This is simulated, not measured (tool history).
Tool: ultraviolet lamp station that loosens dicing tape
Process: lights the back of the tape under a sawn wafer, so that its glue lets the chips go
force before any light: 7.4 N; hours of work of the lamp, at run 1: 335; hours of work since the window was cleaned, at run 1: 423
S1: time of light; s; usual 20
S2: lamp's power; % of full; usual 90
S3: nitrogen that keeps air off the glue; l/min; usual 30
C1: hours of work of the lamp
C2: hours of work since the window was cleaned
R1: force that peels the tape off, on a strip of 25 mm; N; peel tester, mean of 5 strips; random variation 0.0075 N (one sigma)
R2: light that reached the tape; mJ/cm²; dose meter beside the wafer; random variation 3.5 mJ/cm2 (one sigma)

run	hour	S1	S2	S3	C1	C2	R1	R2
1	0	20	90	30	335	423	0.448	443
2	29.6	20	90	30	351	439	0.484	436
3	64	20	90	30	370	458	0.502	432
4	100.3	20	90	34	389	477	0.497	420
5	138.5	20	90	34	410	498	0.495	414
6	172.1	20	68	30	428	516	0.932	306
7	207.9	20	90	30	448	536	0.565	402
8	233.9	20	90	30	462	550	0.604	398
9	258.1	20	90	30	475	563	0.615	392
10	277.8	20	90	30	486	573	0.631	387
11	313.7	20	90	30	505	593	0.623	378
12	346.1	20	90	30	523	610	0.679	382
13	379.2	20	90	30	540	628	0.66	368
14	407.3	20	69	30	556	644	1.165	279
# hour 434: window cleaned of glue's vapour
15	439.2	13	90	30	573	3	1.35	254
16	456.1	13	90	30	582	12	1.367	248
17	487.6	13	90	30	599	29	1.414	248
18	518.4	20	90	30	615	46	0.673	372
19	537.1	20	90	30	626	56	0.658	369
20	575.7	20	90	30	646	77	0.729	361
21	608.5	20	90	30	664	94	0.746	356
22	640.4	20	90	30	682	112	0.755	346
23	678.9	20	70	36	702	133	1.116	262
24	705.9	20	74	11	717	147	1.98	273
25	735.2	20	74	11	733	163	2.076	275
26	751.9	20	70	12	742	172	2.209	251
27	773	20	70	12	753	184	2.223	247
# hour 787.5: lamp changed
28	797.4	12	96	38	5	196	0.635	362
29	834.3	12	96	38	25	216	0.631	348
30	867.1	11	66	42	43	234	1.409	219
31	888.9	20	74	30	55	246	0.483	438
32	916.8	10	77	58	70	261	1.157	227
33	950.8	10	77	58	88	279	1.225	225
34	974.8	21	71	21	101	292	0.645	432
35	993	21	71	21	111	302	0.649	429

The next listed run, before its measurement:
36	1010.2	30	90	30	121	311	?	?

Run 36 gave R1 0.198 N, R2 771 mJ/cm².
Without the tool's hidden state the same run would have given R1 0.183 N, R2 877 mJ/cm².
